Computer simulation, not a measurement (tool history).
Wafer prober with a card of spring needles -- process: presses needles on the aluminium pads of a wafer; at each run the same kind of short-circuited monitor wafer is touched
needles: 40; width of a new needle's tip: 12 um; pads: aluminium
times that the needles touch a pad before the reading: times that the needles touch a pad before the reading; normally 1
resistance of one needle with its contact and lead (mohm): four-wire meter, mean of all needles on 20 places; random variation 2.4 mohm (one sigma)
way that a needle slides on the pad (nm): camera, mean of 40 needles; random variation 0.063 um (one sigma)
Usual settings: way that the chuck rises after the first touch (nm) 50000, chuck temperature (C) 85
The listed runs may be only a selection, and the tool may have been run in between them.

| run | hour | way that the chuck rises after the first touch (nm) | chuck temperature (C) | times that the needles touch a pad before the reading | resistance of one needle with its contact and lead (mohm) | way that a needle slides on the pad (nm) |
|---|---|---|---|---|---|---|
| 1 | 0.0 | 50000 | 85 | 1 | 279 | 8590 |
|  | 3.6 | tips cleaned on abrasive film |
|  | 8.3 | tips cleaned on abrasive film |
|  | 14.2 | tips cleaned on abrasive film |
|  | 20.2 | tips cleaned on abrasive film |
|  | 24.9 | tips cleaned on abrasive film |
|  | 30.8 | tips cleaned on abrasive film |
| 2 | 35.1 | 50000 | 85 | 1 | 295 | 8540 |
|  | 36.3 | tips cleaned on abrasive film |
|  | 42.2 | tips cleaned on abrasive film |
|  | 48.2 | tips cleaned on abrasive film |
|  | 54.1 | tips cleaned on abrasive film |
|  | 60.0 | tips cleaned on abrasive film |
|  | 65.9 | tips cleaned on abrasive film |
| 3 | 66.2 | 50000 | 88 | 1 | 274 | 8470 |
|  | 71.0 | tips cleaned on abrasive film |
|  | 76.9 | tips cleaned on abrasive film |
|  | 81.7 | tips cleaned on abrasive film |
|  | 87.6 | tips cleaned on abrasive film |
|  | 93.5 | tips cleaned on abrasive film |
|  | 99.4 | tips cleaned on abrasive film |
|  | 104.1 | tips cleaned on abrasive film |
| 4 | 108.8 | 50000 | 88 | 1 | 285 | 8460 |
|  | 110.1 | tips cleaned on abrasive film |
|  | 116.0 | tips cleaned on abrasive film |
|  | 121.9 | tips cleaned on abrasive film |
|  | 127.8 | tips cleaned on abrasive film |
|  | 133.7 | tips cleaned on abrasive film |
|  | 139.6 | tips cleaned on abrasive film |
| 5 | 140.9 | 50000 | 85 | 1 | 272 | 8260 |
|  | 144.5 | tips cleaned on abrasive film |
|  | 150.4 | tips cleaned on abrasive film |
|  | 156.3 | tips cleaned on abrasive film |
|  | 161.1 | tips cleaned on abrasive film |
| 6 | 164.8 | 61000 | 85 | 1 | 282 | 10270 |
|  | 166.1 | tips cleaned on abrasive film |
|  | 172.0 | tips cleaned on abrasive film |
|  | 177.9 | tips cleaned on abrasive film |
|  | 183.8 | tips cleaned on abrasive film |
|  | 189.8 | tips cleaned on abrasive film |
|  | 195.7 | tips cleaned on abrasive film |
| 7 | 196.4 | 61000 | 85 | 1 | 274 | 10210 |
|  | 201.1 | tips cleaned on abrasive film |
|  | 207.0 | tips cleaned on abrasive film |
|  | 212.9 | tips cleaned on abrasive film |
|  | 218.9 | tips cleaned on abrasive film |
|  | 224.8 | tips cleaned on abrasive film |
|  | 230.7 | tips cleaned on abrasive film |
|  | 235.4 | tips cleaned on abrasive film |
|  | 240.5 | tips cleaned on abrasive film |
| 8 | 240.5 | 61000 | 85 | 1 | 266 | 9970 |
|  | 246.5 | tips cleaned on abrasive film |
|  | 252.4 | tips cleaned on abrasive film |
|  | 257.1 | tips cleaned on abrasive film |
|  | 263.0 | tips cleaned on abrasive film |
|  | 268.9 | tips cleaned on abrasive film |
|  | 274.9 | tips cleaned on abrasive film |
|  | 280.8 | tips cleaned on abrasive film |
| 9 | 280.9 | 61000 | 85 | 1 | 268 | 10020 |
|  | 285.6 | tips cleaned on abrasive film |
|  | 291.6 | tips cleaned on abrasive film |
|  | 297.5 | tips cleaned on abrasive film |
|  | 303.4 | tips cleaned on abrasive film |
|  | 309.3 | tips cleaned on abrasive film |
|  | 315.2 | tips cleaned on abrasive film |
| 10 | 315.5 | 61000 | 85 | 1 | 276 | 10050 |
|  | 320.2 | tips cleaned on abrasive film |
|  | 325.0 | tips cleaned on abrasive film |
|  | 330.9 | tips cleaned on abrasive film |
|  | 336.8 | tips cleaned on abrasive film |
| 11 | 341.2 | 61000 | 85 | 1 | 281 | 9950 |
|  | 342.5 | tips cleaned on abrasive film |
|  | 348.4 | tips cleaned on abrasive film |
|  | 354.3 | tips cleaned on abrasive film |
|  | 360.2 | tips cleaned on abrasive film |
|  | 365.2 | height of the first contact set anew |
|  | 366.4 | tips cleaned on abrasive film |
|  | 371.2 | tips cleaned on abrasive film |
| 12 | 371.2 | 61000 | 85 | 1 | 270 | 10380 |
|  | 376.0 | tips cleaned on abrasive film |
|  | 380.7 | tips cleaned on abrasive film |
|  | 386.6 | tips cleaned on abrasive film |
| 13 | 389.0 | 50000 | 52 | 1 | 270 | 8450 |
|  | 391.5 | tips cleaned on abrasive film |
|  | 397.4 | tips cleaned on abrasive film |
|  | 403.3 | tips cleaned on abrasive film |
|  | 408.1 | tips cleaned on abrasive film |
|  | 414.0 | tips cleaned on abrasive film |
|  | 419.9 | tips cleaned on abrasive film |
|  | 425.8 | tips cleaned on abrasive film |
| 14 | 429.4 | 43000 | 28 | 2 | 263 | 7230 |
|  | 430.7 | tips cleaned on abrasive film |
|  | 436.6 | tips cleaned on abrasive film |
|  | 442.5 | tips cleaned on abrasive film |
|  | 448.4 | tips cleaned on abrasive film |
| 15 | 453.1 | 34000 | 28 | 2 | 279 | 5690 |
|  | 454.3 | tips cleaned on abrasive film |
|  | 459.1 | tips cleaned on abrasive film |
|  | 465.0 | tips cleaned on abrasive film |
|  | 469.7 | tips cleaned on abrasive film |
|  | 475.6 | tips cleaned on abrasive film |
|  | 481.6 | tips cleaned on abrasive film |
| 16 | 485.6 | 34000 | 28 | 2 | 274 | 5650 |
|  | 486.9 | tips cleaned on abrasive film |
|  | 491.7 | tips cleaned on abrasive film |
|  | 497.6 | tips cleaned on abrasive film |
|  | 503.5 | tips cleaned on abrasive film |
| 17 | 505.3 | 34000 | 28 | 2 | 264 | 5650 |
|  | 508.9 | tips cleaned on abrasive film |
|  | 514.8 | tips cleaned on abrasive film |
|  | 520.7 | tips cleaned on abrasive film |
|  | 526.6 | tips cleaned on abrasive film |
| 18 | 526.7 | 34000 | 28 | 2 | 261 | 5590 |
|  | 531.4 | tips cleaned on abrasive film |
|  | 537.4 | tips cleaned on abrasive film |
|  | 543.3 | tips cleaned on abrasive film |
|  | 549.2 | tips cleaned on abrasive film |
|  | 553.9 | tips cleaned on abrasive film |
| 19 | 556.6 | 34000 | 28 | 2 | 269 | 5660 |
|  | 559.0 | tips cleaned on abrasive film |
|  | 563.7 | tips cleaned on abrasive film |
|  | 569.7 | tips cleaned on abrasive film |
|  | 575.6 | tips cleaned on abrasive film |
|  | 581.5 | tips cleaned on abrasive film |
|  | 587.4 | tips cleaned on abrasive film |
|  | 593.3 | tips cleaned on abrasive film |
| 20 | 595.5 | 37000 | 34 | 1 | 279 | 6130 |
|  | 599.1 | tips cleaned on abrasive film |
|  | 605.0 | tips cleaned on abrasive film |
|  | 610.9 | tips cleaned on abrasive film |
|  | 615.7 | tips cleaned on abrasive film |
|  | 621.6 | tips cleaned on abrasive film |
|  | 627.5 | tips cleaned on abrasive film |
|  | 633.4 | tips cleaned on abrasive film |
| 21 | 638.0 | 53000 | 44 | 2 | 271 | 8790 |
|  | 639.2 | tips cleaned on abrasive film |
|  | 645.1 | tips cleaned on abrasive film |
|  | 651.0 | tips cleaned on abrasive film |
|  | 657.0 | tips cleaned on abrasive film |
|  | 662.9 | tips cleaned on abrasive film |
|  | 668.8 | tips cleaned on abrasive film |
|  | 674.7 | tips cleaned on abrasive film |
| 22 | 676.9 | 53000 | 44 | 2 | 262 | 8710 |
|  | 680.5 | tips cleaned on abrasive film |
|  | 686.4 | tips cleaned on abrasive film |
|  | 692.3 | tips cleaned on abrasive film |
|  | 697.0 | tips cleaned on abrasive film |
| 23 | 699.4 | 53000 | 44 | 2 | 263 | 8630 |
|  | 701.8 | tips cleaned on abrasive film |
|  | 707.7 | tips cleaned on abrasive film |
|  | 713.7 | tips cleaned on abrasive film |
|  | 719.6 | tips cleaned on abrasive film |
|  | 725.5 | tips cleaned on abrasive film |
|  | 731.4 | tips cleaned on abrasive film |
| 24 | 733.2 | 50000 | 63 | 3 | 264 | 7970 |

What if the next run were any one of these 3? Each begins from the tool's condition after run 24:
|  | 736.8 | tips cleaned on abrasive film |
|  | 742.7 | tips cleaned on abrasive film |
|  | 748.6 | tips cleaned on abrasive film |
|  | 750.1 | height of the first contact set anew |
|  | 754.8 | tips cleaned on abrasive film |
|  | 760.8 | tips cleaned on abrasive film |
|  | 766.7 | tips cleaned on abrasive film |
|  | 772.6 | tips cleaned on abrasive film |
| A | 773.3 | 60000 | 63 | 3 | ? | ? |
|  | 736.8 | tips cleaned on abrasive film |
|  | 742.7 | tips cleaned on abrasive film |
|  | 748.6 | tips cleaned on abrasive film |
|  | 750.1 | height of the first contact set anew |
|  | 754.8 | tips cleaned on abrasive film |
|  | 760.8 | tips cleaned on abrasive film |
|  | 766.7 | tips cleaned on abrasive film |
|  | 772.6 | tips cleaned on abrasive film |
| B | 773.3 | 41000 | 63 | 2 | ? | ? |
|  | 736.8 | tips cleaned on abrasive film |
|  | 742.7 | tips cleaned on abrasive film |
|  | 748.6 | tips cleaned on abrasive film |
|  | 750.1 | height of the first contact set anew |
|  | 754.8 | tips cleaned on abrasive film |
|  | 760.8 | tips cleaned on abrasive film |
|  | 766.7 | tips cleaned on abrasive film |
|  | 772.6 | tips cleaned on abrasive film |
| C | 773.3 | 50000 | 32 | 2 | ? | ? |

| run | resistance of one needle with its contact and lead (mohm) | way that a needle slides on the pad (nm) |
|---|---|---|
| A | 265 | 10280 |
| B | 265 | 7020 |
| C | 260 | 8480 |
What these runs would have given with no unlogged condition in the tool:
| run | resistance of one needle with its contact and lead (mohm) | way that a needle slides on the pad (nm) |
|---|---|---|
| A | 264 | 10310 |
| B | 260 | 7050 |
| C | 257 | 8510 |
